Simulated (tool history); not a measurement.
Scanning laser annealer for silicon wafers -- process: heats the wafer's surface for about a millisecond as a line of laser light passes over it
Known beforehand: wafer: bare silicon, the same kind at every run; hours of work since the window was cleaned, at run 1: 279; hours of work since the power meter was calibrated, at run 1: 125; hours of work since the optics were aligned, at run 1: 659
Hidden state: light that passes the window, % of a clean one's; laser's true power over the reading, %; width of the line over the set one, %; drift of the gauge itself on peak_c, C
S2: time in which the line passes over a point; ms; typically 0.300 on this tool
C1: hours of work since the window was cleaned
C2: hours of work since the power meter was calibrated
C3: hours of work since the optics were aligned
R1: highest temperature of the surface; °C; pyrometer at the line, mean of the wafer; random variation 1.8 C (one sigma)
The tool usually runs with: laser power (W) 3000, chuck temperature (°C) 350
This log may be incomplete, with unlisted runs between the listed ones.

{"run": 1, "hour": 0.0, "laser power (W)": 3000, "S2": 0.3, "chuck temperature (°C)": 350, "C1": 279, "C2": 125, "C3": 659, "R1": 1041}
{"run": 2, "hour": 4.9, "laser power (W)": 3000, "S2": 0.3, "chuck temperature (°C)": 350, "C1": 281, "C2": 127, "C3": 661, "R1": 1040}
{"run": 3, "hour": 16.0, "laser power (W)": 3000, "S2": 0.3, "chuck temperature (°C)": 350, "C1": 286, "C2": 131, "C3": 666, "R1": 1039}
{"run": 4, "hour": 24.8, "laser power (W)": 3000, "S2": 0.3, "chuck temperature (°C)": 350, "C1": 289, "C2": 135, "C3": 670, "R1": 1042}
{"run": 5, "hour": 30.4, "laser power (W)": 3000, "S2": 0.3, "chuck temperature (°C)": 350, "C1": 292, "C2": 137, "C3": 672, "R1": 1040}
{"run": 6, "hour": 40.9, "laser power (W)": 3000, "S2": 0.339, "chuck temperature (°C)": 350, "C1": 296, "C2": 142, "C3": 676, "R1": 1084}
{"run": 7, "hour": 50.4, "laser power (W)": 3130, "S2": 0.3, "chuck temperature (°C)": 350, "C1": 300, "C2": 146, "C3": 680, "R1": 1068}
{"run": 8, "hour": 54.9, "laser power (W)": 3130, "S2": 0.3, "chuck temperature (°C)": 350, "C1": 302, "C2": 147, "C3": 682, "R1": 1070}
{"hour": 59.7, "done": "window over the wafer cleaned"}
{"run": 9, "hour": 65.9, "laser power (W)": 3130, "S2": 0.3, "chuck temperature (°C)": 350, "C1": 3, "C2": 151, "C3": 686, "R1": 1094}
{"run": 10, "hour": 77.0, "laser power (W)": 3000, "S2": 0.3, "chuck temperature (°C)": 350, "C1": 7, "C2": 156, "C3": 690, "R1": 1062}
{"run": 11, "hour": 83.6, "laser power (W)": 3000, "S2": 0.3, "chuck temperature (°C)": 350, "C1": 10, "C2": 158, "C3": 693, "R1": 1068}
{"run": 12, "hour": 89.2, "laser power (W)": 3000, "S2": 0.3, "chuck temperature (°C)": 350, "C1": 12, "C2": 161, "C3": 695, "R1": 1063}
{"run": 13, "hour": 97.1, "laser power (W)": 3000, "S2": 0.3, "chuck temperature (°C)": 350, "C1": 15, "C2": 164, "C3": 699, "R1": 1063}
{"run": 14, "hour": 103.0, "laser power (W)": 3000, "S2": 0.3, "chuck temperature (°C)": 350, "C1": 18, "C2": 166, "C3": 701, "R1": 1063}
{"run": 15, "hour": 113.7, "laser power (W)": 3000, "S2": 0.3, "chuck temperature (°C)": 350, "C1": 22, "C2": 171, "C3": 705, "R1": 1064}
{"run": 16, "hour": 122.0, "laser power (W)": 3137, "S2": 0.3, "chuck temperature (°C)": 321, "C1": 26, "C2": 174, "C3": 709, "R1": 1066}
{"run": 17, "hour": 132.1, "laser power (W)": 3137, "S2": 0.3, "chuck temperature (°C)": 321, "C1": 30, "C2": 178, "C3": 713, "R1": 1064}
{"run": 18, "hour": 140.5, "laser power (W)": 2835, "S2": 0.377, "chuck temperature (°C)": 347, "C1": 33, "C2": 182, "C3": 717, "R1": 1105}
{"run": 19, "hour": 147.1, "laser power (W)": 2835, "S2": 0.377, "chuck temperature (°C)": 347, "C1": 36, "C2": 185, "C3": 719, "R1": 1104}
{"run": 20, "hour": 158.0, "laser power (W)": 3000, "S2": 0.318, "chuck temperature (°C)": 346, "C1": 41, "C2": 189, "C3": 724, "R1": 1079}
{"run": 21, "hour": 165.7, "laser power (W)": 2683, "S2": 0.265, "chuck temperature (°C)": 327, "C1": 44, "C2": 192, "C3": 727, "R1": 922}
{"run": 22, "hour": 172.3, "laser power (W)": 2790, "S2": 0.3, "chuck temperature (°C)": 330, "C1": 47, "C2": 195, "C3": 730, "R1": 990}
{"run": 23, "hour": 179.0, "laser power (W)": 3000, "S2": 0.236, "chuck temperature (°C)": 381, "C1": 49, "C2": 198, "C3": 732, "R1": 1007}
{"run": 24, "hour": 184.1, "laser power (W)": 2651, "S2": 0.3, "chuck temperature (°C)": 375, "C1": 51, "C2": 200, "C3": 735, "R1": 1009}
{"run": 25, "hour": 193.5, "laser power (W)": 2651, "S2": 0.3, "chuck temperature (°C)": 375, "C1": 55, "C2": 204, "C3": 738, "R1": 1004}
{"run": 26, "hour": 204.4, "laser power (W)": 3200, "S2": 0.3, "chuck temperature (°C)": 323, "C1": 60, "C2": 208, "C3": 743, "R1": 1076}
{"run": 27, "hour": 211.3, "laser power (W)": 3220, "S2": 0.3, "chuck temperature (°C)": 381, "C1": 63, "C2": 211, "C3": 746, "R1": 1137}
{"run": 28, "hour": 216.1, "laser power (W)": 3230, "S2": 0.23, "chuck temperature (°C)": 381, "C1": 65, "C2": 213, "C3": 748, "R1": 1041}

Alternative continuations, all from the tool just after run 28; predict every row:
{"run": "A", "hour": 223.3, "laser power (W)": 3000, "S2": 0.314, "chuck temperature (°C)": 350, "C1": 68, "C2": 216, "C3": 751, "R1": "?"}
{"run": "B", "hour": 223.3, "laser power (W)": 3000, "S2": 0.294, "chuck temperature (°C)": 312, "C1": 68, "C2": 216, "C3": 751, "R1": "?"}
{"run": "C", "hour": 223.3, "laser power (W)": 3050, "S2": 0.289, "chuck temperature (°C)": 377, "C1": 68, "C2": 216, "C3": 751, "R1": "?"}

run=A R1=1075
run=B R1=1015
run=C R1=1086
With the hidden condition removed and each run's random variation left untouched, the same runs would have given:
run=A R1=1089
run=B R1=1029
run=C R1=1100
